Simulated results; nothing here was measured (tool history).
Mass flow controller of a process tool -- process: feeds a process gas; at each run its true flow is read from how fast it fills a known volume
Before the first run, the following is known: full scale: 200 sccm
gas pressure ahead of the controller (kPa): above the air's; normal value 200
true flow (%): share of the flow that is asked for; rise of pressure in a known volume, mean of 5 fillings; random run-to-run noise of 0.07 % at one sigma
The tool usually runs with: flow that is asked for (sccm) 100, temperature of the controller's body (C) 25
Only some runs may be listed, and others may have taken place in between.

run	hour	flow that is asked for (sccm)	gas pressure ahead of the controller (kPa)	temperature of the controller's body (C)	true flow (%)
1	0.0	100	200	25	99.29
2	40.8	110	200	25	99.41
3	107.5	105	200	25	99.28
4	142.9	71	200	25	99.00
5	217.0	100	200	25	99.40
6	278.6	100	200	25	99.22
7	322.2	100	200	36	100.21
8	357.4	100	196	25	99.25
9	416.0	100	196	25	99.23
10	491.2	100	200	25	99.17
11	563.2	100	200	25	98.90
12	600.1	100	200	25	98.95
13	661.6	161	200	25	99.48
14	732.8	161	265	25	99.06
15	804.2	100	200	29	99.24
16	858.0	100	200	31	99.41
17	913.2	63	200	30	98.93
18	986.8	102	147	30	99.62
19	1051.4	100	171	30	99.37
20	1090.8	20	162	30	97.85
21	1131.9	33	141	33	98.87
22	1209.8	33	187	33	98.59
23	1292.5	41	185	27	98.15
24	1347.8	68	156	21	98.22
25	1386.2	146	179	25	99.16
26	1426.2	26	179	25	97.47
27	1476.7	26	179	25	97.31
28	1525.9	34	200	25	97.55
29	1598.8	29	202	38	98.31
30	1681.5	29	202	38	98.32
31	1746.8	29	202	38	98.21
32	1828.9	100	242	26	98.41

4 ways to go on from here, each from the tool as it stands after run 32. What would each give?
A	1907.3	48	174	30	?
B	1907.3	42	277	35	?
C	1907.3	52	227	26	?
D	1907.3	87	234	35	?

run	true flow (%)
A	98.14
B	97.80
C	97.82
D	99.01
Take away the tool's hidden state, keep each run's random variation, and the runs would have read:
run	true flow (%)
A	99.59
B	99.37
C	99.21
D	100.09

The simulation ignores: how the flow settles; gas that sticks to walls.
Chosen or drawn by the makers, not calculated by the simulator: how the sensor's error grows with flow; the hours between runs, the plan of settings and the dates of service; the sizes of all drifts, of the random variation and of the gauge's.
